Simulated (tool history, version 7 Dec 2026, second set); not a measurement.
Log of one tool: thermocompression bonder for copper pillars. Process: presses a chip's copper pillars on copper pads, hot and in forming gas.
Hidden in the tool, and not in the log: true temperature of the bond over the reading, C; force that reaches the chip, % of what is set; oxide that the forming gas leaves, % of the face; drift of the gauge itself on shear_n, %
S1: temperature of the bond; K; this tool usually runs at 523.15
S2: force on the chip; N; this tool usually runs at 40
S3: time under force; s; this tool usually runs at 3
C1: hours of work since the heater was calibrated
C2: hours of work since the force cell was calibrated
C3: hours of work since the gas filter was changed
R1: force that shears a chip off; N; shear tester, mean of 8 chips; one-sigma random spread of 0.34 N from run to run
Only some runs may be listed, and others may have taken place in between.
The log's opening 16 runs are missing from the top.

run   hour      S1  S2  S3   C1   C2   C3    R1
 17  107.1  523.15  40   3  639  163  184  50.0
 18  113.5  523.15  40   3  644  168  189  49.9
 19  122.6  523.15  40   3  651  176  197  50.3
 20  129.0  523.15  40   3  656  181  202  49.9
 21  139.0  499.15  38   3  664  189  209  32.6
 22  145.7  512.15  59   3  669  194  215  52.7
 23  154.2  512.15  59   3  676  201  221  52.7
 24  162.3  545.15  32   5  682  207  228  63.8
 25  170.0  509.15  27   5  689  213  234  36.8
     172.5  -- force cell calibrated
     173.0  -- forming gas filter changed
 26  182.1  523.15  38   3  697    7    7  50.9
 27  190.3  523.15  38   3  703   14   14  50.5
 28  195.8  523.15  38   3  707   18   18  50.7
 29  202.0  523.15  38   3  712   23   23  50.9
 30  210.2  529.15  45   4  719   29   29  64.1
 31  218.3  529.15  45   4  725   36   36  63.9
 32  226.0  531.15  31   4  731   42   42  54.8
 33  232.9  531.15  31   4  737   47   47  54.1
     237.0  -- force cell calibrated, once more
 34  240.8  523.15  27   6  742    3   52  51.2
 35  249.1  538.15  45   5  748   10   59  72.8
 36  258.1  510.15  40   6  755   17   66  53.8
 37  268.1  523.15  40   4  763   24   74  56.7
 38  276.8  523.15  40   2  770   31   81  46.0
 39  282.2  553.15  57   9  774   36   85  82.3
 40  292.7  553.15  29   2  783   44   93  55.5

Alternative continuations, all from the tool just after run 40; predict every row:
  A  297.0  551.15  33   3  786  47  97   ?
  B  297.0  523.15  46   4  786  47  97   ?
  C  297.0  515.15  40   7  786  47  97   ?

run    R1
  A  64.3
  B  60.7
  C  60.2
Had the tool no hidden state, the same runs would have come out as:
run    R1
  A  60.5
  B  55.9
  C  55.2
